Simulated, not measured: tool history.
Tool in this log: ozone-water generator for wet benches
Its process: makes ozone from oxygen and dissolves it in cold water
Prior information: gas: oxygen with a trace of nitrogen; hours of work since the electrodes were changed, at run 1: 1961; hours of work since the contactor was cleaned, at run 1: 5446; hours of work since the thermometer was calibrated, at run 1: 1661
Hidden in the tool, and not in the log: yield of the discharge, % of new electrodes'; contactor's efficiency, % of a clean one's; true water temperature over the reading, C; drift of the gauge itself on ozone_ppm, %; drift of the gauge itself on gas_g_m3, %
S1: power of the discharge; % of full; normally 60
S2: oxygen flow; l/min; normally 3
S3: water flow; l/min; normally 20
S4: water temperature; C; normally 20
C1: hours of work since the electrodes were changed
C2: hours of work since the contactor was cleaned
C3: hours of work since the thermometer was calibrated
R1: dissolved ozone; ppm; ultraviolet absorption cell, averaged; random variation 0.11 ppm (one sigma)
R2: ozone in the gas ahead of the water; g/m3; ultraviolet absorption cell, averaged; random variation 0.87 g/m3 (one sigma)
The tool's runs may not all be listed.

{"run": 1, "day": 0.0, "S1": 60, "S2": 3, "S3": 20, "S4": 20, "C1": 1961, "C2": 5446, "C3": 1661, "R1": 7, "R2": 134.7}
{"run": 2, "day": 2.062, "S1": 60, "S2": 3, "S3": 20, "S4": 20, "C1": 2009, "C2": 5494, "C3": 1709, "R1": 7, "R2": 134.3}
{"run": 3, "day": 3.908, "S1": 60, "S2": 3, "S3": 20, "S4": 20, "C1": 2052, "C2": 5537, "C3": 1752, "R1": 6.8, "R2": 133.8}
{"run": 4, "day": 5.221, "S1": 60, "S2": 3, "S3": 20, "S4": 20, "C1": 2083, "C2": 5568, "C3": 1783, "R1": 7.1, "R2": 133.8}
{"run": 5, "day": 7.35, "S1": 60, "S2": 3, "S3": 20, "S4": 20, "C1": 2133, "C2": 5617, "C3": 1832, "R1": 6.8, "R2": 133.4}
{"run": 6, "day": 8.842, "S1": 60, "S2": 3, "S3": 20, "S4": 20, "C1": 2168, "C2": 5652, "C3": 1867, "R1": 6.9, "R2": 133.2}
{"run": 7, "day": 10.354, "S1": 60, "S2": 3, "S3": 25, "S4": 20, "C1": 2203, "C2": 5688, "C3": 1903, "R1": 5.5, "R2": 132}
{"run": 8, "day": 11.746, "S1": 60, "S2": 3, "S3": 25, "S4": 20, "C1": 2236, "C2": 5720, "C3": 1935, "R1": 5.3, "R2": 132.9}
{"run": 9, "day": 13.275, "S1": 60, "S2": 3, "S3": 17, "S4": 20, "C1": 2271, "C2": 5756, "C3": 1971, "R1": 8.3, "R2": 133.2}
{"run": 10, "day": 15.162, "S1": 68, "S2": 3, "S3": 20, "S4": 20, "C1": 2316, "C2": 5800, "C3": 2015, "R1": 7.7, "R2": 145.9}
{"run": 11, "day": 16.246, "S1": 68, "S2": 3, "S3": 20, "S4": 20, "C1": 2341, "C2": 5825, "C3": 2040, "R1": 7.6, "R2": 146.2}
{"run": 12, "day": 17.329, "S1": 60, "S2": 3, "S3": 20, "S4": 20, "C1": 2366, "C2": 5851, "C3": 2065, "R1": 6.9, "R2": 132.8}
{"run": 13, "day": 19.392, "S1": 60, "S2": 3, "S3": 20, "S4": 20, "C1": 2414, "C2": 5899, "C3": 2114, "R1": 6.8, "R2": 132.4}
{"run": 14, "day": 21.204, "S1": 45, "S2": 3, "S3": 20, "S4": 20, "C1": 2457, "C2": 5941, "C3": 2156, "R1": 5.4, "R2": 107.6}
{"run": 15, "day": 23.254, "S1": 45, "S2": 3, "S3": 20, "S4": 20, "C1": 2505, "C2": 5989, "C3": 2204, "R1": 5.6, "R2": 107.5}
{"run": 16, "day": 24.433, "S1": 45, "S2": 3, "S3": 20, "S4": 20, "C1": 2532, "C2": 6017, "C3": 2232, "R1": 5.5, "R2": 107.7}
{"day": 24.975, "done": "contactor cleaned"}
{"run": 17, "day": 25.679, "S1": 60, "S2": 1.81, "S3": 23, "S4": 24, "C1": 2557, "C2": 16, "C3": 2257, "R1": 5, "R2": 154.2}
{"run": 18, "day": 27.571, "S1": 53, "S2": 4.34, "S3": 30, "S4": 15, "C1": 2602, "C2": 61, "C3": 2301, "R1": 5.7, "R2": 107.2}
{"run": 19, "day": 28.475, "S1": 45, "S2": 4.69, "S3": 27, "S4": 23, "C1": 2623, "C2": 82, "C3": 2322, "R1": 5, "R2": 94.2}
{"run": 20, "day": 29.396, "S1": 60, "S2": 1.7, "S3": 23, "S4": 20, "C1": 2644, "C2": 103, "C3": 2344, "R1": 5.1, "R2": 156.6}
{"run": 21, "day": 30.817, "S1": 68, "S2": 3, "S3": 20, "S4": 20, "C1": 2677, "C2": 137, "C3": 2377, "R1": 8.5, "R2": 143.5}
{"run": 22, "day": 32.533, "S1": 68, "S2": 2.5, "S3": 32, "S4": 19, "C1": 2718, "C2": 177, "C3": 2417, "R1": 4.5, "R2": 152.6}
{"run": 23, "day": 34.138, "S1": 68, "S2": 2.5, "S3": 32, "S4": 19, "C1": 2755, "C2": 214, "C3": 2454, "R1": 4.5, "R2": 151.6}
{"run": 24, "day": 35.958, "S1": 54, "S2": 2.57, "S3": 20, "S4": 20, "C1": 2798, "C2": 257, "C3": 2497, "R1": 6.6, "R2": 127.4}
{"run": 25, "day": 37.858, "S1": 47, "S2": 3.1, "S3": 31, "S4": 13, "C1": 2842, "C2": 301, "C3": 2541, "R1": 4.2, "R2": 107.9}
{"run": 26, "day": 38.779, "S1": 72, "S2": 3.1, "S3": 31, "S4": 13, "C1": 2864, "C2": 323, "C3": 2563, "R1": 5.3, "R2": 146.7}
{"run": 27, "day": 40.196, "S1": 58, "S2": 3, "S3": 20, "S4": 20, "C1": 2897, "C2": 356, "C3": 2596, "R1": 7.3, "R2": 126.9}
{"run": 28, "day": 42.308, "S1": 58, "S2": 2.79, "S3": 20, "S4": 18, "C1": 2946, "C2": 405, "C3": 2645, "R1": 7.2, "R2": 129.5}
{"run": 29, "day": 44.138, "S1": 56, "S2": 3.32, "S3": 12, "S4": 13, "C1": 2989, "C2": 448, "C3": 2688, "R1": 12.9, "R2": 120}
{"run": 30, "day": 45.817, "S1": 60, "S2": 3, "S3": 20, "S4": 18, "C1": 3028, "C2": 487, "C3": 2727, "R1": 7.6, "R2": 129.9}
{"run": 31, "day": 47.696, "S1": 60, "S2": 1.57, "S3": 23, "S4": 18, "C1": 3072, "C2": 531, "C3": 2771, "R1": 4.9, "R2": 157.1}
{"run": 32, "day": 49.204, "S1": 60, "S2": 1.57, "S3": 23, "S4": 18, "C1": 3107, "C2": 566, "C3": 2807, "R1": 4.8, "R2": 157.7}

The logged runs with the hidden state left out (each run's random variation unchanged):
run=1 R1=8.3 R2=143.2
run=2 R1=8.3 R2=142.9
run=3 R1=8.2 R2=142.6
run=4 R1=8.4 R2=142.9
run=5 R1=8.1 R2=142.7
run=6 R1=8.3 R2=142.7
run=7 R1=6.6 R2=141.5
run=8 R1=6.4 R2=142.6
run=9 R1=10 R2=143
run=10 R1=9.3 R2=158.2
run=11 R1=9.3 R2=158.7
run=12 R1=8.4 R2=143
run=13 R1=8.3 R2=142.9
run=14 R1=6.5 R2=114
run=15 R1=6.7 R2=114
run=16 R1=6.6 R2=114.3
run=17 R1=5.4 R2=167.2
run=18 R1=6.1 R2=115.3
run=19 R1=5.3 R2=100.3
run=20 R1=5.5 R2=170.2
run=21 R1=9.3 R2=157.7
run=22 R1=5 R2=167.8
run=23 R1=5 R2=167.1
run=24 R1=7.2 R2=138.1
run=25 R1=4.5 R2=116
run=26 R1=6 R2=163.1
run=27 R1=8.1 R2=138.8
run=28 R1=8 R2=141.9
run=29 R1=14.3 R2=131.4
run=30 R1=8.5 R2=143.1
run=31 R1=5.5 R2=173.3
run=32 R1=5.4 R2=174.3
